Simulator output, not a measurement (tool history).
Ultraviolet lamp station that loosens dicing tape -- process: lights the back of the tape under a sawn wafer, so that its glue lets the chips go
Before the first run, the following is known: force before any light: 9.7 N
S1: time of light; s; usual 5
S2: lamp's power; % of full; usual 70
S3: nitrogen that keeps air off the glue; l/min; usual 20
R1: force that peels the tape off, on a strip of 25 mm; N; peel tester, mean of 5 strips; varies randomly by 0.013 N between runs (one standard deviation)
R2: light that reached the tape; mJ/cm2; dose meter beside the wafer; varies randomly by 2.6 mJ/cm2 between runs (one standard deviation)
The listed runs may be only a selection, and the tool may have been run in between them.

run	hour	S1	S2	S3	R1	R2
1	0.0	5	70	20	1.150	258
2	69.1	5	70	20	1.194	248
3	108.1	5	70	20	1.202	247
4	176.2	5	70	20	1.280	234
# hour 220.9: window cleaned of glue's vapour
5	223.3	5	70	20	1.334	230
6	257.5	5	70	20	1.402	227
7	300.7	5	70	20	1.469	219
8	351.1	5	70	20	1.502	223
9	398.1	5	70	20	1.561	218
# hour 405.1: window cleaned of glue's vapour, once more
10	455.0	7	70	20	0.571	345
11	520.0	8	70	20	0.424	388
12	576.7	4	62	11	2.798	169
13	641.1	7	86	6	0.706	396
14	686.0	7	86	6	0.780	393
15	740.7	3	86	6	3.255	165
16	795.3	3	86	6	3.389	163
17	833.5	5	80	17	1.311	246
18	872.9	2	70	37	4.447	83

Each row is a separate what-if for the run after 18, all from the same tool condition, not one after another. Results?
# hour 903.1: window cleaned of glue's vapour
A	903.1	2	69	33	?	?
# hour 903.1: window cleaned of glue's vapour
B	903.1	5	95	28	?	?
# hour 903.1: window cleaned of glue's vapour
C	903.1	2	73	6	?	?
# hour 903.1: window cleaned of glue's vapour
D	903.1	2	70	9	?	?

run	R1	R2
A	4.380	90
B	0.601	316
C	5.172	97
D	5.032	97
What these runs would have given with no unlogged condition in the tool:
run	R1	R2
A	3.009	132
B	0.200	460
C	3.885	141
D	3.726	140
